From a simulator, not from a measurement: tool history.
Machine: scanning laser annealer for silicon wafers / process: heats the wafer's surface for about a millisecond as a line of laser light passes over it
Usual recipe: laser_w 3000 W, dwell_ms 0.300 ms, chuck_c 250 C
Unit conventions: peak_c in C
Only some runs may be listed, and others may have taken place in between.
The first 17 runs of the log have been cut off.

run	hour	laser_w	dwell_ms	chuck_c	peak_c
18	287.6	3000	0.279	250	1015
19	309.1	3000	0.279	250	1020
20	320.2	3000	0.279	250	1017
21	336.7	3000	0.279	250	1018
22	348.5	3000	0.279	250	1016
23	373.1	3202	0.264	217	1014
24	384.0	2981	0.225	287	959
25	398.9	2669	0.225	234	829
26	414.1	2669	0.225	234	829
27	426.5	3000	0.231	264	950
28	446.0	3031	0.290	234	1022
29	460.0	3000	0.300	255	1049
30	479.6	3297	0.220	213	950
31	497.9	2647	0.345	237	985
32	517.6	2647	0.345	237	983
33	533.2	2647	0.345	237	982
34	556.1	3258	0.228	232	972
35	571.2	3060	0.220	262	941
# hour 587.6: optics aligned, line set to its width
36	599.3	2676	0.300	240	950
37	614.3	3174	0.300	226	1084
38	625.4	3174	0.300	226	1083
39	645.5	3246	0.296	250	1117
40	658.4	2557	0.323	253	953

Forecast each of these 5 alternatives for the next run:
A	677.4	2706	0.356	250	?
B	677.4	2789	0.279	243	?
C	677.4	2660	0.353	242	?
D	677.4	2689	0.350	250	?
E	677.4	3000	0.225	240	?

run	peak_c
A	1039
B	954
C	1007
D	1028
E	921
With the hidden condition removed and each run's random variation left untouched, the same runs would have given:
run	peak_c
A	1052
B	966
C	1020
D	1040
E	932
